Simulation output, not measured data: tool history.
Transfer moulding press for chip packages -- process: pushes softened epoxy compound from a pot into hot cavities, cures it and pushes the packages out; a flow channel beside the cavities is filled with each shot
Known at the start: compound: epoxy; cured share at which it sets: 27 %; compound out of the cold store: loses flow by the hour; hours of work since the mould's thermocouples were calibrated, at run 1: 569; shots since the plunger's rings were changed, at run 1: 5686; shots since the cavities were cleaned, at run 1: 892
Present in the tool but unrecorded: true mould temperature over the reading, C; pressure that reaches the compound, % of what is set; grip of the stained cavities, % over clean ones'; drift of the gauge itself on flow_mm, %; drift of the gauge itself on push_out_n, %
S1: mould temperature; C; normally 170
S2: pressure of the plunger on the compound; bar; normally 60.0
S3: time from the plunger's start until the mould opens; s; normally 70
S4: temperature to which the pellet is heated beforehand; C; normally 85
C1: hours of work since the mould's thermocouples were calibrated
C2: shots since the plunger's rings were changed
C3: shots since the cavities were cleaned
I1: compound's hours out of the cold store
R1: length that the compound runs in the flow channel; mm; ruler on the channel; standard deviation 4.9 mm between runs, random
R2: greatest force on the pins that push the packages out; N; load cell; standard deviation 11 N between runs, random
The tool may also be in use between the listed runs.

{"run": 1, "hour": 0.0, "S1": 170, "S2": 60.0, "S3": 70, "S4": 85, "C1": 569, "C2": 5686, "C3": 892, "I1": 27.5, "R1": 687, "R2": 684}
{"hour": 10.9, "done": "cavities cleaned with cleaning compound and waxed"}
{"run": 2, "hour": 50.0, "S1": 170, "S2": 60.0, "S3": 70, "S4": 94, "C1": 600, "C2": 6384, "C3": 563, "I1": 48.0, "R1": 621, "R2": 585}
{"hour": 73.2, "done": "plunger's sealing rings changed"}
{"hour": 85.4, "done": "cavities cleaned with cleaning compound and waxed"}
{"run": 3, "hour": 86.9, "S1": 170, "S2": 60.0, "S3": 70, "S4": 76, "C1": 621, "C2": 175, "C3": 21, "I1": 37.2, "R1": 745, "R2": 462}
{"run": 4, "hour": 127.7, "S1": 170, "S2": 52.7, "S3": 70, "S4": 85, "C1": 646, "C2": 764, "C3": 610, "I1": 20.4, "R1": 752, "R2": 675}
{"hour": 161.2, "done": "cavities cleaned with cleaning compound and waxed"}
{"run": 5, "hour": 181.6, "S1": 175, "S2": 52.7, "S3": 70, "S4": 85, "C1": 679, "C2": 1517, "C3": 293, "I1": 38.1, "R1": 671, "R2": 391}
{"run": 6, "hour": 206.7, "S1": 175, "S2": 52.7, "S3": 70, "S4": 85, "C1": 695, "C2": 1880, "C3": 656, "I1": 46.4, "R1": 633, "R2": 466}
{"hour": 233.7, "done": "cavities cleaned with cleaning compound and waxed"}
{"run": 7, "hour": 255.4, "S1": 170, "S2": 60.0, "S3": 70, "S4": 85, "C1": 725, "C2": 2559, "C3": 313, "I1": 10.3, "R1": 801, "R2": 615}
{"hour": 261.3, "done": "mould's thermocouples calibrated"}
{"hour": 308.4, "done": "cavities cleaned with cleaning compound and waxed"}
{"run": 8, "hour": 312.4, "S1": 170, "S2": 60.0, "S3": 70, "S4": 85, "C1": 31, "C2": 3331, "C3": 58, "I1": 8.3, "R1": 804, "R2": 571}
{"run": 9, "hour": 339.4, "S1": 170, "S2": 60.0, "S3": 70, "S4": 85, "C1": 48, "C2": 3719, "C3": 446, "I1": 9.8, "R1": 789, "R2": 751}
{"run": 10, "hour": 363.4, "S1": 170, "S2": 60.0, "S3": 70, "S4": 89, "C1": 63, "C2": 4064, "C3": 791, "I1": 31.4, "R1": 702, "R2": 719}
{"hour": 383.7, "done": "cavities cleaned with cleaning compound and waxed"}
{"run": 11, "hour": 391.2, "S1": 170, "S2": 60.0, "S3": 70, "S4": 85, "C1": 80, "C2": 4443, "C3": 107, "I1": 27.5, "R1": 713, "R2": 561}
{"run": 12, "hour": 429.6, "S1": 170, "S2": 60.0, "S3": 70, "S4": 85, "C1": 104, "C2": 4996, "C3": 660, "I1": 35.2, "R1": 683, "R2": 725}
{"hour": 458.2, "done": "cavities cleaned with cleaning compound and waxed"}
{"run": 13, "hour": 479.5, "S1": 170, "S2": 60.0, "S3": 70, "S4": 85, "C1": 135, "C2": 5694, "C3": 307, "I1": 32.5, "R1": 678, "R2": 634}
{"run": 14, "hour": 521.5, "S1": 170, "S2": 55.7, "S3": 62, "S4": 85, "C1": 161, "C2": 6298, "C3": 911, "I1": 8.3, "R1": 716, "R2": 1153}
{"hour": 530.1, "done": "cavities cleaned with cleaning compound and waxed"}
{"hour": 554.8, "done": "plunger's sealing rings changed"}
{"run": 15, "hour": 557.2, "S1": 170, "S2": 55.7, "S3": 62, "S4": 92, "C1": 181, "C2": 34, "C3": 354, "I1": 35.4, "R1": 722, "R2": 821}
{"run": 16, "hour": 582.9, "S1": 170, "S2": 55.7, "S3": 62, "S4": 92, "C1": 197, "C2": 404, "C3": 724, "I1": 33.5, "R1": 725, "R2": 974}
{"hour": 606.2, "done": "cavities cleaned with cleaning compound and waxed"}
{"run": 17, "hour": 606.2, "S1": 176, "S2": 59.0, "S3": 60, "S4": 83, "C1": 211, "C2": 719, "C3": 0, "I1": 19.6, "R1": 769, "R2": 488}
{"run": 18, "hour": 635.7, "S1": 170, "S2": 60.0, "S3": 70, "S4": 80, "C1": 230, "C2": 1143, "C3": 424, "I1": 36.2, "R1": 725, "R2": 697}
{"hour": 678.3, "done": "cavities cleaned with cleaning compound and waxed"}
{"run": 19, "hour": 687.0, "S1": 170, "S2": 60.0, "S3": 70, "S4": 75, "C1": 261, "C2": 1861, "C3": 125, "I1": 31.1, "R1": 744, "R2": 565}
{"run": 20, "hour": 711.8, "S1": 174, "S2": 60.2, "S3": 70, "S4": 75, "C1": 277, "C2": 2218, "C3": 482, "I1": 25.2, "R1": 743, "R2": 520}
{"run": 21, "hour": 740.4, "S1": 170, "S2": 60.0, "S3": 67, "S4": 89, "C1": 295, "C2": 2630, "C3": 894, "I1": 42.1, "R1": 696, "R2": 779}
{"hour": 753.3, "done": "cavities cleaned with cleaning compound and waxed"}
{"run": 22, "hour": 784.9, "S1": 170, "S2": 60.0, "S3": 67, "S4": 89, "C1": 322, "C2": 3249, "C3": 455, "I1": 24.6, "R1": 744, "R2": 735}
{"run": 23, "hour": 816.9, "S1": 171, "S2": 53.0, "S3": 110, "S4": 91, "C1": 342, "C2": 3710, "C3": 916, "I1": 24.5, "R1": 687, "R2": 388}
{"hour": 827.6, "done": "cavities cleaned with cleaning compound and waxed"}
{"run": 24, "hour": 864.6, "S1": 165, "S2": 62.8, "S3": 52, "S4": 90, "C1": 371, "C2": 4376, "C3": 533, "I1": 8.9, "R1": 819, "R2": 1735}
{"hour": 901.8, "done": "cavities cleaned with cleaning compound and waxed"}
{"run": 25, "hour": 904.3, "S1": 165, "S2": 46.2, "S3": 52, "S4": 90, "C1": 395, "C2": 4926, "C3": 36, "I1": 17.6, "R1": 650, "R2": 1252}
{"run": 26, "hour": 934.5, "S1": 174, "S2": 63.4, "S3": 52, "S4": 90, "C1": 415, "C2": 5361, "C3": 471, "I1": 14.3, "R1": 753, "R2": 1136}

For each entry between runs, how does the tool's hidden state at the last listed run before it compare with that at the first listed run after it?
From run 1 to run 2: cavities cleaned with cleaning compound and waxed (hour 10.9)
  true mould temperature over the reading, C: 0.98 -> 1.06; pressure that reaches the compound, % of what is set: 78.41 -> 75.93; grip of the stained cavities, % over clean ones': 56.2 -> 46.5
  measured less the result without the state, R1: -92 -> -94 mm; R2: +212 -> +152 N
From run 2 to run 3: plunger's sealing rings changed (hour 73.2); cavities cleaned with cleaning compound and waxed (hour 85.4)
  true mould temperature over the reading, C: 1.06 -> 1.1; pressure that reaches the compound, % of what is set: 75.93 -> 99.14; grip of the stained cavities, % over clean ones': 46.5 -> 3.7
  measured less the result without the state, R1: -94 -> -6 mm; R2: +152 -> -25 N
From run 4 to run 5: cavities cleaned with cleaning compound and waxed (hour 161.2)
  true mould temperature over the reading, C: 1.16 -> 1.22; pressure that reaches the compound, % of what is set: 96.91 -> 93.99; grip of the stained cavities, % over clean ones': 49.8 -> 30.2
  measured less the result without the state, R1: -15 -> -24 mm; R2: +180 -> +71 N
From run 6 to run 7: cavities cleaned with cleaning compound and waxed (hour 233.7)
  true mould temperature over the reading, C: 1.26 -> 1.32; pressure that reaches the compound, % of what is set: 92.63 -> 90.23; grip of the stained cavities, % over clean ones': 52.1 -> 34.4
  measured less the result without the state, R1: -27 -> -46 mm; R2: +140 -> +104 N
From run 7 to run 8: mould's thermocouples calibrated (hour 261.3); cavities cleaned with cleaning compound and waxed (hour 308.4)
  true mould temperature over the reading, C: 1.32 -> -0.16; pressure that reaches the compound, % of what is set: 90.23 -> 87.26; grip of the stained cavities, % over clean ones': 34.4 -> 7.9
  measured less the result without the state, R1: -46 -> -56 mm; R2: +104 -> +49 N
From run 10 to run 11: cavities cleaned with cleaning compound and waxed (hour 383.7)
  true mould temperature over the reading, C: -0.09 -> -0.05; pressure that reaches the compound, % of what is set: 84.46 -> 83.06; grip of the stained cavities, % over clean ones': 57.2 -> 11.5
  measured less the result without the state, R1: -62 -> -69 mm; R2: +265 -> +60 N
From run 12 to run 13: cavities cleaned with cleaning compound and waxed (hour 458.2)
  true mould temperature over the reading, C: 0 -> 0.06; pressure that reaches the compound, % of what is set: 81.17 -> 78.54; grip of the stained cavities, % over clean ones': 51.4 -> 33.4
  measured less the result without the state, R1: -75 -> -87 mm; R2: +247 -> +157 N
From run 14 to run 15: cavities cleaned with cleaning compound and waxed (hour 530.1); plunger's sealing rings changed (hour 554.8)
  true mould temperature over the reading, C: 0.12 -> 0.17; pressure that reaches the compound, % of what is set: 76.39 -> 99.66; grip of the stained cavities, % over clean ones': 60.4 -> 36.3
  measured less the result without the state, R1: -104 -> -2 mm; R2: +428 -> +210 N
From run 16 to run 17: cavities cleaned with cleaning compound and waxed (hour 606.2)
  true mould temperature over the reading, C: 0.21 -> 0.23; pressure that reaches the compound, % of what is set: 98.38 -> 97.33; grip of the stained cavities, % over clean ones': 55.4 -> 0.8
  measured less the result without the state, R1: -7 -> -11 mm; R2: +339 -> -5 N
From run 18 to run 19: cavities cleaned with cleaning compound and waxed (hour 678.3)
  true mould temperature over the reading, C: 0.28 -> 0.34; pressure that reaches the compound, % of what is set: 95.67 -> 93.04; grip of the stained cavities, % over clean ones': 42.8 -> 14.8
  measured less the result without the state, R1: -16 -> -28 mm; R2: +196 -> +60 N
From run 21 to run 22: cavities cleaned with cleaning compound and waxed (hour 753.3)
  true mould temperature over the reading, C: 0.41 -> 0.47; pressure that reaches the compound, % of what is set: 90.03 -> 87.72; grip of the stained cavities, % over clean ones': 59.6 -> 42.6
  measured less the result without the state, R1: -39 -> -52 mm; R2: +273 -> +201 N
From run 23 to run 24: cavities cleaned with cleaning compound and waxed (hour 827.6)
  true mould temperature over the reading, C: 0.52 -> 0.58; pressure that reaches the compound, % of what is set: 85.95 -> 83.25; grip of the stained cavities, % over clean ones': 60.6 -> 45.3
  measured less the result without the state, R1: -56 -> -80 mm; R2: +145 -> +520 N
From run 24 to run 25: cavities cleaned with cleaning compound and waxed (hour 901.8)
  true mould temperature over the reading, C: 0.58 -> 0.64; pressure that reaches the compound, % of what is set: 83.25 -> 81; grip of the stained cavities, % over clean ones': 45.3 -> 5.5
  measured less the result without the state, R1: -80 -> -74 mm; R2: +520 -> +42 N
